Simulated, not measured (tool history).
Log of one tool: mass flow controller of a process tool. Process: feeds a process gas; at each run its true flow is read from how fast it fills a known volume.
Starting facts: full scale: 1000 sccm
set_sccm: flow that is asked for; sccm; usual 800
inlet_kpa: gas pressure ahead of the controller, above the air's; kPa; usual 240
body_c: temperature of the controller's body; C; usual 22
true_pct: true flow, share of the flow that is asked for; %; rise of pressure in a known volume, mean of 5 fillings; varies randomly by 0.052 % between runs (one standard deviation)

run 1 hour=0.0 | set_sccm=800 inlet_kpa=240 body_c=22 | true_pct=99.99
run 2 hour=79.3 | set_sccm=800 inlet_kpa=240 body_c=22 | true_pct=99.98
run 3 hour=136.6 | set_sccm=800 inlet_kpa=240 body_c=22 | true_pct=99.95
run 4 hour=238.7 | set_sccm=800 inlet_kpa=240 body_c=22 | true_pct=99.98
run 5 hour=353.9 | set_sccm=656 inlet_kpa=240 body_c=22 | true_pct=99.98
run 6 hour=426.0 | set_sccm=656 inlet_kpa=240 body_c=22 | true_pct=99.83
run 7 hour=502.5 | set_sccm=656 inlet_kpa=240 body_c=22 | true_pct=99.87
run 8 hour=584.5 | set_sccm=656 inlet_kpa=240 body_c=22 | true_pct=99.87
run 9 hour=673.4 | set_sccm=656 inlet_kpa=240 body_c=22 | true_pct=99.95
run 10 hour=729.0 | set_sccm=656 inlet_kpa=240 body_c=22 | true_pct=99.82
run 11 hour=797.5 | set_sccm=656 inlet_kpa=203 body_c=22 | true_pct=100.20
run 12 hour=879.1 | set_sccm=656 inlet_kpa=203 body_c=22 | true_pct=100.06
run 13 hour=983.9 | set_sccm=656 inlet_kpa=203 body_c=22 | true_pct=100.17
run 14 hour=1081.3 | set_sccm=800 inlet_kpa=160 body_c=22 | true_pct=100.55
run 15 hour=1160.7 | set_sccm=800 inlet_kpa=228 body_c=22 | true_pct=100.04
run 16 hour=1258.0 | set_sccm=800 inlet_kpa=157 body_c=22 | true_pct=100.63
run 17 hour=1342.9 | set_sccm=800 inlet_kpa=240 body_c=22 | true_pct=99.94
run 18 hour=1424.7 | set_sccm=800 inlet_kpa=240 body_c=22 | true_pct=99.86
run 19 hour=1512.0 | set_sccm=800 inlet_kpa=240 body_c=22 | true_pct=99.90
run 20 hour=1614.0 | set_sccm=800 inlet_kpa=240 body_c=22 | true_pct=99.84
run 21 hour=1727.1 | set_sccm=800 inlet_kpa=240 body_c=22 | true_pct=99.93
run 22 hour=1851.0 | set_sccm=800 inlet_kpa=142 body_c=22 | true_pct=100.74
run 23 hour=1951.6 | set_sccm=800 inlet_kpa=142 body_c=22 | true_pct=100.70
run 24 hour=2011.6 | set_sccm=800 inlet_kpa=240 body_c=22 | true_pct=99.93
run 25 hour=2078.1 | set_sccm=477 inlet_kpa=191 body_c=21 | true_pct=100.21
run 26 hour=2175.4 | set_sccm=477 inlet_kpa=191 body_c=21 | true_pct=100.29
run 27 hour=2246.3 | set_sccm=851 inlet_kpa=191 body_c=21 | true_pct=100.46
run 28 hour=2336.0 | set_sccm=851 inlet_kpa=248 body_c=21 | true_pct=100.03
run 29 hour=2422.8 | set_sccm=948 inlet_kpa=174 body_c=23 | true_pct=100.39
run 30 hour=2509.1 | set_sccm=681 inlet_kpa=259 body_c=23 | true_pct=99.58
run 31 hour=2566.0 | set_sccm=925 inlet_kpa=208 body_c=25 | true_pct=99.86
run 32 hour=2685.4 | set_sccm=591 inlet_kpa=146 body_c=25 | true_pct=100.26
run 33 hour=2774.3 | set_sccm=408 inlet_kpa=240 body_c=22 | true_pct=99.72
run 34 hour=2856.4 | set_sccm=410 inlet_kpa=142 body_c=37 | true_pct=98.71
run 35 hour=2938.3 | set_sccm=800 inlet_kpa=240 body_c=23 | true_pct=99.81
run 36 hour=3027.8 | set_sccm=251 inlet_kpa=240 body_c=23 | true_pct=99.53
run 37 hour=3104.1 | set_sccm=731 inlet_kpa=149 body_c=28 | true_pct=99.82
run 38 hour=3183.6 | set_sccm=636 inlet_kpa=177 body_c=20 | true_pct=100.58
run 39 hour=3268.0 | set_sccm=800 inlet_kpa=172 body_c=22 | true_pct=100.46
run 40 hour=3345.2 | set_sccm=800 inlet_kpa=265 body_c=28 | true_pct=99.05
run 41 hour=3441.2 | set_sccm=800 inlet_kpa=265 body_c=28 | true_pct=98.93
run 42 hour=3516.5 | set_sccm=413 inlet_kpa=198 body_c=22 | true_pct=100.03
run 43 hour=3630.4 | set_sccm=180 inlet_kpa=240 body_c=22 | true_pct=99.61
run 44 hour=3738.5 | set_sccm=679 inlet_kpa=221 body_c=21 | true_pct=100.11
run 45 hour=3813.9 | set_sccm=679 inlet_kpa=221 body_c=21 | true_pct=100.07
run 46 hour=3886.3 | set_sccm=348 inlet_kpa=240 body_c=22 | true_pct=99.82
run 47 hour=3978.8 | set_sccm=466 inlet_kpa=240 body_c=23 | true_pct=99.74
run 48 hour=4039.2 | set_sccm=352 inlet_kpa=254 body_c=22 | true_pct=99.62

Predict each of these 4 candidate next runs independently; none follows another, all start after run 48:
run A hour=4161.4 | set_sccm=238 inlet_kpa=240 body_c=30 | true_pct=?
run B hour=4161.4 | set_sccm=142 inlet_kpa=234 body_c=35 | true_pct=?
run C hour=4161.4 | set_sccm=615 inlet_kpa=170 body_c=22 | true_pct=?
run D hour=4161.4 | set_sccm=125 inlet_kpa=212 body_c=39 | true_pct=?

run=A true_pct=98.67
run=B true_pct=98.21
run=C true_pct=100.30
run=D true_pct=97.84
Without the tool's hidden state the same runs would have given:
run=A true_pct=98.67
run=B true_pct=98.22
run=C true_pct=100.30
run=D true_pct=97.85

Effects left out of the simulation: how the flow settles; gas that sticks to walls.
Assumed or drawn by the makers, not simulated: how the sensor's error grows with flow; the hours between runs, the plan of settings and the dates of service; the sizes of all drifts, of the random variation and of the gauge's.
